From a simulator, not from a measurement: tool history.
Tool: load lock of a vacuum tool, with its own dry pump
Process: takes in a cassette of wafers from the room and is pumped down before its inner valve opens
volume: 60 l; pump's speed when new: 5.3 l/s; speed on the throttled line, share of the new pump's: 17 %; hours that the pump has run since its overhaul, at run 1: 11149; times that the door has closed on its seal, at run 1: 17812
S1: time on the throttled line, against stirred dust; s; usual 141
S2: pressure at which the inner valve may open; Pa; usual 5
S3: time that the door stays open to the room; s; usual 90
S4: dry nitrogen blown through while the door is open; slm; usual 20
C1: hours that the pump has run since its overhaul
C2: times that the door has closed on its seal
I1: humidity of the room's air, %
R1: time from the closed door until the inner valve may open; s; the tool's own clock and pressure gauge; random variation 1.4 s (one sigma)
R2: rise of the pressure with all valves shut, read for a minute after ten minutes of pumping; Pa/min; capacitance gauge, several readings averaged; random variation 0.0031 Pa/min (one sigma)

run    hour   S1  S2   S3  S4     C1     C2    I1     R1     R2
  1       0  141   5   90  20  11149  17812    45  245.5  0.113
  2   254.3  141   5   90  20  11403  18275    45  246.5  0.118
  3   410.1  141   5   90  20  11559  18559  44.1  247.2  0.119
  4   602.5  141   5   90  20  11752  18909  45.7  247.7  0.124
  5   782.4  141   5   90  20  11931  19236  46.8  244.8  0.122
  6   980.1  141   5   29  20  12129  19596    45  246.2  0.091
  7  1117.9  141   5   29  20  12267  19847  46.4  246.5  0.094
  8  1296.6  141   5   29  20  12446  20173  44.8  246.1  0.091
  9  1478.6  141   5   29   9  12628  20504  44.4  244.7  0.094
 10  1697.8  141   5   90  20  12847  20903  45.1  242.7  0.133
 11  1842.8  129   5   90  20  12992  21167  44.7  238.8  0.135
 12    1949  141   5   90  20  13098  21360    44  247.4  0.135
 13  2181.3  141   5   90  20  13330  21783  46.2  249.1  0.139
 14  2351.9  141   5   90  20  13501  22094  49.2  247.6  0.138
 15  2565.5  141   5   90  20  13715  22483  43.8  247.5  0.135
 16  2671.9  141   5   90  20  13821  22677  46.2  249.6   0.14
 17  2885.1  141   5   90  20  14034  23065  44.7  250.7  0.137
 18  3093.1  141   5  119  20  14242  23444  44.3  248.3  0.147
 19  3243.3  141   5  119  20  14392  23717  43.2    248  0.154
 20  3495.3  141   5  119  20  14644  24176  46.8  249.2  0.158
 21  3689.4   77   5  119  15  14838  24529  47.3  199.1  0.176
 22  3851.3   77   9  119  15  15000  24824  44.6  190.4  0.167
 23  4104.7  124   7  119  15  15254  25285  45.7  230.2   0.17
 24  4277.6  124   7  119  15  15427  25600  43.5  231.1  0.172
 25  4384.7  141   5  140  12  15534  25795  45.6    252  0.188
 26  4541.7  141   5  140  12  15691  26081  47.2  251.7  0.194
 27  4681.4  119   5   90  20  15830  26335  46.9  234.6  0.164
 28  4803.5   99   5   91  20  15953  26558  44.9  217.9  0.149
 29  5043.2   99   5   91  20  16192  26994  46.5  217.7  0.163
 30  5280.3   99   5   91  20  16429  27426  43.6  217.5  0.153
 31  5501.1   99   5  135  20  16650  27828  47.4  219.7  0.184
 32  5722.5   99   5  135  20  16872  28231  47.2  219.3  0.185
 33  5927.1  141   5  163  20  17076  28603  50.3  253.1  0.208
 34  6153.9  141   5  163  20  17303  29016  44.4  252.5  0.203
 35  6298.8  141   5   63  19  17448  29280  42.8  254.6  0.154
 36  6490.4   86   5  229  10  17639  29629  44.1  212.1  0.247
 37  6728.5   94   4   90  20  17878  30063  42.5  222.7  0.169

Hidden state or all else? Some run-to-run changes of R1, split into what the settings, what came in and random variation would give without the hidden state, and what is left for the hidden state (with any gauge scatter that isn't in both results):
The hidden state here: pump's speed, % of a new pump's; leak at the door's seal, Pa l/s; drift of the gauge itself on ready_s, %; drift of the gauge itself on rise_pa_min, %.
Run 20 -> 21: S1 141 -> 77, S4 20 -> 15. R1 -50.1 s: hidden state +2.4, all else -52.5.
Run 21 -> 22: S2 5 -> 9. R1 -8.7 s: hidden state -1.4, all else -7.3.
Run 22 -> 23: S1 77 -> 124, S2 9 -> 7. R1 +39.8 s: hidden state -0.8, all else +40.6.
Run 35 -> 36: S1 141 -> 86, S3 63 -> 229, S4 19 -> 10. R1 -42.5 s: hidden state +2.3, all else -44.8.
